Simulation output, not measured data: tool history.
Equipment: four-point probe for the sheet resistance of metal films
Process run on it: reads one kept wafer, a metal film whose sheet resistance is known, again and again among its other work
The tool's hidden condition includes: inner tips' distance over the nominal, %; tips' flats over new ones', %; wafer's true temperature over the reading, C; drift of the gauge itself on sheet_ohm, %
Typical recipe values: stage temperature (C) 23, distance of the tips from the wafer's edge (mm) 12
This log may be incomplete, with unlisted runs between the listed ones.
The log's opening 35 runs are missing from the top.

run	day	stage temperature (C)	distance of the tips from the wafer's edge (mm)	touches since the probe head was changed	hours of work since the stage's thermometer was calibrated	sheet resistance as the instrument gives it (ohm/square)
36	116.350	33	16	13535	2520	15.687333
37	118.754	18	16	14714	2554	15.836718
38	123.254	28	4	16919	2618	15.936887
39	126.254	28	61	18389	2660	15.723456
40	128.279	20	75	19381	2689	15.811768
41	131.942	20	75	21176	2741	15.819252
42	133.925	18	3	22149	2769	16.212556
43	138.600	18	65	24440	2835	15.838548
# day 141.392: stage's thermometer calibrated
44	141.871	19	20	26031	7	15.864984
45	145.629	22	32	27874	60	15.829751

4 options for the next run, each taken on its own from the tool as it stands now. Forecast them:
A	147.650	33	7	28864	89	?
B	147.650	22	9	28864	89	?
C	147.650	23	8	28864	89	?
D	147.650	21	24	28864	89	?

run	sheet resistance as the instrument gives it (ohm/square)
A	15.791124
B	15.867391
C	15.872226
D	15.839608
With the hidden condition removed and each run's random variation left untouched, the same runs would have given:
run	sheet resistance as the instrument gives it (ohm/square)
A	15.793779
B	15.870100
C	15.874932
D	15.842317
